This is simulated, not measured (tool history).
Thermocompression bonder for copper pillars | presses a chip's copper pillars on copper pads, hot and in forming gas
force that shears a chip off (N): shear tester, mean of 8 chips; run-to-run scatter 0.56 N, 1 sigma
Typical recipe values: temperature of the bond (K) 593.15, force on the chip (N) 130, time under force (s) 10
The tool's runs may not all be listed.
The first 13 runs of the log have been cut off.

run	day	temperature of the bond (K)	force on the chip (N)	time under force (s)	force that shears a chip off (N)
14	11.425	593.15	92	10	38.7
15	12.567	580.15	130	10	38.5
16	13.754	580.15	130	10	39.2
17	14.558	580.15	130	10	38.6
18	15.283	580.15	130	10	37.6
# day 15.408: force cell calibrated
19	16.325	580.15	130	10	39.5
20	17.421	567.15	130	12	35.3
# day 18.533: force cell calibrated, once more
21	18.567	567.15	106	9	29.0
22	19.554	593.15	177	9	49.6
23	20.142	593.15	140	18	55.3
24	21.158	593.15	168	21	62.3
25	21.742	582.15	190	7	41.4
26	22.704	582.15	190	7	40.7
27	23.621	582.15	190	12	50.7
# day 24.292: forming gas filter changed
28	24.300	582.15	190	12	55.9
29	25.412	570.15	97	16	39.6
30	25.946	621.15	97	11	56.6
31	26.467	601.15	195	28	82.8
32	27.662	601.15	84	9	39.9
33	28.721	601.15	84	9	40.0
34	29.238	584.15	84	16	41.6
35	30.412	602.15	130	18	62.7

4 options for the next run, each taken on its own from the tool as it stands now. Forecast them:
# day 31.042: heater calibrated with a thermocouple chip
A	31.075	593.15	170	17	?
# day 31.042: heater calibrated with a thermocouple chip
B	31.075	602.15	187	18	?
# day 31.042: heater calibrated with a thermocouple chip
C	31.075	569.15	178	26	?
# day 31.042: heater calibrated with a thermocouple chip
D	31.075	593.15	131	9	?

run	force that shears a chip off (N)
A	58.3
B	66.8
C	54.5
D	40.2
Without the tool's unlogged condition, the same runs would have read:
run	force that shears a chip off (N)
A	60.8
B	69.6
C	56.9
D	42.1
